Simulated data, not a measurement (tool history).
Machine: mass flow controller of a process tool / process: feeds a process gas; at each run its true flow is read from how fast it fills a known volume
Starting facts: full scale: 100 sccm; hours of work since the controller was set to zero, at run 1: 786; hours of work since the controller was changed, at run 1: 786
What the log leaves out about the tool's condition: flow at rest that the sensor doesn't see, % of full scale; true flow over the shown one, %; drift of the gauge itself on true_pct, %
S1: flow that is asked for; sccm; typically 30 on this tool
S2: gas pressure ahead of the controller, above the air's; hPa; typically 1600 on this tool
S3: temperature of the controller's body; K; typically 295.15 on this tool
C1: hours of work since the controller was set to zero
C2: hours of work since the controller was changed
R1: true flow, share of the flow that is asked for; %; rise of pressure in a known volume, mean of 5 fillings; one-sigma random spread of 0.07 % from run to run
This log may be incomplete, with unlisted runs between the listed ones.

{"run": 1, "hour": 0.0, "S1": 30, "S2": 1600, "S3": 295.15, "C1": 786, "C2": 786, "R1": 98.15}
{"run": 2, "hour": 175.8, "S1": 30, "S2": 1600, "S3": 302.15, "C1": 872, "C2": 872, "R1": 97.88}
{"run": 3, "hour": 325.1, "S1": 30, "S2": 1600, "S3": 302.15, "C1": 946, "C2": 946, "R1": 97.83}
{"run": 4, "hour": 536.1, "S1": 30, "S2": 1600, "S3": 300.15, "C1": 1050, "C2": 1050, "R1": 97.87}
{"run": 5, "hour": 812.9, "S1": 30, "S2": 1600, "S3": 300.15, "C1": 1186, "C2": 1186, "R1": 98.09}
{"run": 6, "hour": 1091.2, "S1": 30, "S2": 1600, "S3": 300.15, "C1": 1323, "C2": 1323, "R1": 97.99}
{"run": 7, "hour": 1399.6, "S1": 30, "S2": 1860, "S3": 295.15, "C1": 1475, "C2": 1475, "R1": 98.07}
{"run": 8, "hour": 1653.6, "S1": 30, "S2": 1850, "S3": 295.15, "C1": 1600, "C2": 1600, "R1": 97.89}
{"run": 9, "hour": 2008.1, "S1": 30, "S2": 1850, "S3": 295.15, "C1": 1775, "C2": 1775, "R1": 97.99}
{"run": 10, "hour": 2313.4, "S1": 30, "S2": 1850, "S3": 295.15, "C1": 1925, "C2": 1925, "R1": 97.99}
{"run": 11, "hour": 2530.9, "S1": 30, "S2": 1600, "S3": 309.15, "C1": 2032, "C2": 2032, "R1": 97.46}
{"run": 12, "hour": 2837.6, "S1": 30, "S2": 1600, "S3": 295.15, "C1": 2183, "C2": 2183, "R1": 97.98}
{"run": 13, "hour": 3011.0, "S1": 30, "S2": 1600, "S3": 295.15, "C1": 2269, "C2": 2269, "R1": 98.01}
{"hour": 3044.6, "done": "controller's zero set anew"}
{"run": 14, "hour": 3177.4, "S1": 30, "S2": 1600, "S3": 295.15, "C1": 65, "C2": 2351, "R1": 98.98}
{"run": 15, "hour": 3388.9, "S1": 30, "S2": 1600, "S3": 295.15, "C1": 170, "C2": 2455, "R1": 99.09}
{"hour": 3569.6, "done": "controller's zero set anew, once more"}
{"run": 16, "hour": 3621.5, "S1": 30, "S2": 1600, "S3": 295.15, "C1": 26, "C2": 2569, "R1": 96.35}
{"run": 17, "hour": 3788.5, "S1": 30, "S2": 1600, "S3": 295.15, "C1": 108, "C2": 2651, "R1": 96.32}

Run 18, settings as shown, results not yet in. Your forecast:
{"run": 18, "hour": 4005.3, "S1": 30, "S2": 1600, "S3": 301.15, "C1": 215, "C2": 2758, "R1": "?"}

For run 18 the tool returned R1 96.16 %.
Had the tool carried no hidden state, the very same run would have given R1 98.25 %.
